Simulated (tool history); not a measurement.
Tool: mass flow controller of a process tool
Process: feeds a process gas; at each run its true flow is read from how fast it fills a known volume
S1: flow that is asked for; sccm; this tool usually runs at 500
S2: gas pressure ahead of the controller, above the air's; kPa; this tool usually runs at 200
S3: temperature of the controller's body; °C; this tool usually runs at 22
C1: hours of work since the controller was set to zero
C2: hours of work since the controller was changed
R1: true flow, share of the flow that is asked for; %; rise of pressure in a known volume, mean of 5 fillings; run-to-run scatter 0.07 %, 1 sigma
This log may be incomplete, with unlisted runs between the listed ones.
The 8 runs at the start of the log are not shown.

run,hour,S1,S2,S3,C1,C2,R1
9,481.1,500,200,33,2255,2255,99.88
10,567.9,500,200,33,2315,2315,99.8
11,642.9,500,200,22,2366,2366,98.78
12,689.9,500,200,22,2398,2398,98.67
13,730,500,200,22,2425,2425,98.63
14,804.4,500,200,22,2476,2476,98.61
15,857.5,500,200,35,2513,2513,99.85
16,903.9,500,200,22,2544,2544,98.53
17,942,500,200,22,2570,2570,98.72
18,989,500,200,22,2603,2603,98.45
19,1073.6,500,200,22,2660,2660,98.51
20,1117.4,354,200,22,2690,2690,98.43
21,1186.8,942,200,29,2738,2738,99.78
22,1257.3,449,158,22,2786,2786,98.46
23,1309.7,139,141,30,2822,2822,98.41
24,1346.1,682,201,34,2847,2847,99.83
25,1397.3,242,266,34,2882,2882,99.47
26,1485,242,266,34,2942,2942,99.15

For run 27, what comes out?
27,1521.7,242,266,34,2967,2967,?

R1: 99.24 %
With no hidden state in the tool, this same run would have given R1 99.89 %.
